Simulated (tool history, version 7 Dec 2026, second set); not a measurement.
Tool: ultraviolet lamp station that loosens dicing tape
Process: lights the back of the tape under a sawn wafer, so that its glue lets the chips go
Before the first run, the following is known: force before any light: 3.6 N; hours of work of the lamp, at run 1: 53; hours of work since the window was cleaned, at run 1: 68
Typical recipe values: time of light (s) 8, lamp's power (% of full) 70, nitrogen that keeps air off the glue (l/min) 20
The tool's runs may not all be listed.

run	day	time of light (s)	lamp's power (% of full)	nitrogen that keeps air off the glue (l/min)	hours of work of the lamp	hours of work since the window was cleaned	force that peels the tape off (N)	light that reached the tape (J/m2)
1	0	8	70	20	53	68	0.274	4600
2	0.562	5	70	20	61	77	0.521	2870
3	1.021	5	70	20	68	84	0.5	2860
4	1.625	8	70	20	78	93	0.262	4550
5	2.217	8	61	20	87	102	0.327	3980
6	3.012	8	86	20	99	115	0.216	5460
# day 3.104: window cleaned of glue's vapour
7	3.675	8	86	20	109	9	0.212	5320
8	4.488	8	97	20	122	21	0.206	5990
9	5.112	10	80	17	131	31	0.205	6140
# day 5.479: window cleaned of glue's vapour, once more
10	5.588	10	80	17	138	2	0.203	6460
11	5.996	7	99	26	144	8	0.211	5520
12	6.804	11	70	11	157	20	0.261	6030
13	7.246	7	86	30	164	27	0.218	4800
14	7.717	12	61	30	171	35	0.206	5760

Alternative continuations, all from the tool just after run 14; predict every row:
A	8.279	8	79	20	180	43	?	?
B	8.279	13	70	20	180	43	?	?
C	8.279	10	86	24	180	43	?	?
D	8.279	12	61	12	180	43	?	?

run	force that peels the tape off (N)	light that reached the tape (J/m2)
A	0.258	4910
B	0.196	7100
C	0.202	6690
D	0.245	5690
Stripped of hidden state, with their random variation kept, the same runs would have yielded:
run	force that peels the tape off (N)	light that reached the tape (J/m2)
A	0.232	5550
B	0.19	8020
C	0.196	7560
D	0.217	6420
